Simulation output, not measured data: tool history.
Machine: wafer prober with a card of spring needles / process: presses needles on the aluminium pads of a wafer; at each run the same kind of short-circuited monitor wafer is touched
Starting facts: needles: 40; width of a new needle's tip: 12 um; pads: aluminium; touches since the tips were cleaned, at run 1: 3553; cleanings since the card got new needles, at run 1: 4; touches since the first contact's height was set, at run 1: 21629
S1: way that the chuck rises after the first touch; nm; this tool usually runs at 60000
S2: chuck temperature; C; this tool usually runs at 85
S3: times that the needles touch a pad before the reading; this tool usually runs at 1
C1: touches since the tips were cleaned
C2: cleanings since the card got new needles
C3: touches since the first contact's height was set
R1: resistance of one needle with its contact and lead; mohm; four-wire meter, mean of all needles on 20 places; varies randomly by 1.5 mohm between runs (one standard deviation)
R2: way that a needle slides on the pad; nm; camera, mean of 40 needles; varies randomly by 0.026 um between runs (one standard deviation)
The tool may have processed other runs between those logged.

run,hour,S1,S2,S3,C1,C2,C3,R1,R2
1,0,60000,85,1,3553,4,21629,144,13500
# hour 3.1: tips cleaned on abrasive film
# hour 16.5: tips cleaned on abrasive film
# hour 30.1: tips cleaned on abrasive film
2,34.1,60000,68,1,1373,7,33408,142,13470
# hour 44.5: tips cleaned on abrasive film
3,55.6,60000,68,1,3879,8,40888,144,13450
# hour 58.6: tips cleaned on abrasive film
# hour 72.1: tips cleaned on abrasive film
# hour 86.4: tips cleaned on abrasive film
4,95.7,60000,68,1,3249,11,54770,140,13470
# hour 98.6: tips cleaned on abrasive film
# hour 113.2: tips cleaned on abrasive film
# hour 126: tips cleaned on abrasive film
5,136.2,60000,68,1,3568,14,68812,140,13430
# hour 138.3: tips cleaned on abrasive film
# hour 151.7: tips cleaned on abrasive film
# hour 166.1: tips cleaned on abrasive film
6,171.7,60000,68,1,1930,17,81073,141,13370
# hour 179.9: tips cleaned on abrasive film
# hour 193.7: tips cleaned on abrasive film
# hour 207.8: tips cleaned on abrasive film
7,217,60000,68,1,3202,20,96790,143,13420
# hour 222.6: tips cleaned on abrasive film
# hour 237.4: tips cleaned on abrasive film
# hour 251.9: tips cleaned on abrasive film
8,262.6,60000,35,1,3736,23,112603,137,13420
# hour 265.9: tips cleaned on abrasive film
# hour 278.9: tips cleaned on abrasive film
9,286.9,69000,35,1,2785,25,120980,136,15380
# hour 292.3: tips cleaned on abrasive film
# hour 304.7: tips cleaned on abrasive film
# hour 318.5: tips cleaned on abrasive film
10,321.7,60000,29,1,1098,28,133022,134,13370
# hour 333.4: tips cleaned on abrasive film
# hour 346.9: tips cleaned on abrasive film
# hour 360.1: tips cleaned on abrasive film
# hour 360.4: height of the first contact set anew
11,363.4,60000,29,1,1049,31,1049,134,13390
# hour 373.9: tips cleaned on abrasive film
# hour 387.6: tips cleaned on abrasive film
# hour 401.7: tips cleaned on abrasive film
12,403.1,60000,80,1,492,34,14807,142,13320
# hour 414.3: tips cleaned on abrasive film
# hour 426.7: tips cleaned on abrasive film
13,437.4,60000,80,1,3733,36,26713,144,13300
# hour 440.5: tips cleaned on abrasive film
# hour 455.5: tips cleaned on abrasive film
# hour 468.1: tips cleaned on abrasive film
14,470,60000,80,1,664,39,37973,144,13290
# hour 481.5: tips cleaned on abrasive film
# hour 493.6: tips cleaned on abrasive film
15,504.6,60000,80,1,3825,41,49964,146,13290
# hour 507.7: tips cleaned on abrasive film
# hour 522.6: tips cleaned on abrasive film
16,525.8,48000,80,3,1134,43,57304,149,10690
# hour 537.3: tips cleaned on abrasive film
# hour 551.2: tips cleaned on abrasive film
17,552.4,78000,85,2,422,45,66507,142,17260
# hour 563.3: tips cleaned on abrasive film
18,573,78000,85,2,3401,46,73667,142,17260
# hour 576.1: tips cleaned on abrasive film
# hour 590: tips cleaned on abrasive film
# hour 604.8: tips cleaned on abrasive film
19,608.8,78000,85,2,1405,49,86047,142,17290
# hour 619.1: tips cleaned on abrasive film
# hour 632.6: tips cleaned on abrasive film
# hour 645.9: tips cleaned on abrasive film
20,645.9,71000,29,3,0,52,98893,135,15640
# hour 660.7: tips cleaned on abrasive film
21,665.8,71000,29,3,1758,53,105794,136,15660
# hour 674.3: tips cleaned on abrasive film
# hour 687.6: tips cleaned on abrasive film
22,692,55000,85,1,1552,55,114880,145,12160
# hour 700.6: tips cleaned on abrasive film
# hour 714.9: tips cleaned on abrasive film
23,716.5,55000,85,1,526,57,123332,145,12140
# hour 727.8: tips cleaned on abrasive film
24,739,53000,41,2,3930,58,131171,137,11700
# hour 741.8: tips cleaned on abrasive film
# hour 755.4: tips cleaned on abrasive film
# hour 767.5: tips cleaned on abrasive film
# hour 781.5: tips cleaned on abrasive film
# hour 784.8: height of the first contact set anew
25,786.7,51000,100,1,1686,62,644,150,11250
# hour 796.7: tips cleaned on abrasive film
# hour 810.7: tips cleaned on abrasive film
# hour 824.7: tips cleaned on abrasive film
26,832.1,51000,100,1,2594,65,16407,148,11240
# hour 838.2: tips cleaned on abrasive film
# hour 852.8: tips cleaned on abrasive film
27,861.4,74000,46,2,2984,67,26529,136,16280
# hour 866.5: tips cleaned on abrasive film
# hour 881.2: tips cleaned on abrasive film
# hour 895.7: tips cleaned on abrasive film
28,900.3,46000,36,2,1611,70,40023,141,10100
# hour 908.7: tips cleaned on abrasive film
# hour 922.6: tips cleaned on abrasive film
# hour 937: tips cleaned on abrasive film
29,939.6,60000,35,1,891,73,53607,138,13170

Per-run results on a tool with no hidden state, each run keeping its own random variation:
What the log doesn't record here: debris on the tips, nm; way that the needles fall short of the set height, um; tips' diameter, um; drift of the gauge itself on contact_mohm, %; drift of the gauge itself on scrub_um, %.
run,R2
1,13500
2,13480
3,13470
4,13500
5,13470
6,13420
7,13480
8,13500
9,15480
10,13460
11,13490
12,13440
13,13430
14,13430
15,13440
16,10810
17,17470
18,17480
19,17530
20,15870
21,15900
22,12350
23,12330
24,11900
25,11440
26,11450
27,16600
28,10300
29,13440
R1 without the hidden state stays within 1 mohm of what was measured, in all runs.

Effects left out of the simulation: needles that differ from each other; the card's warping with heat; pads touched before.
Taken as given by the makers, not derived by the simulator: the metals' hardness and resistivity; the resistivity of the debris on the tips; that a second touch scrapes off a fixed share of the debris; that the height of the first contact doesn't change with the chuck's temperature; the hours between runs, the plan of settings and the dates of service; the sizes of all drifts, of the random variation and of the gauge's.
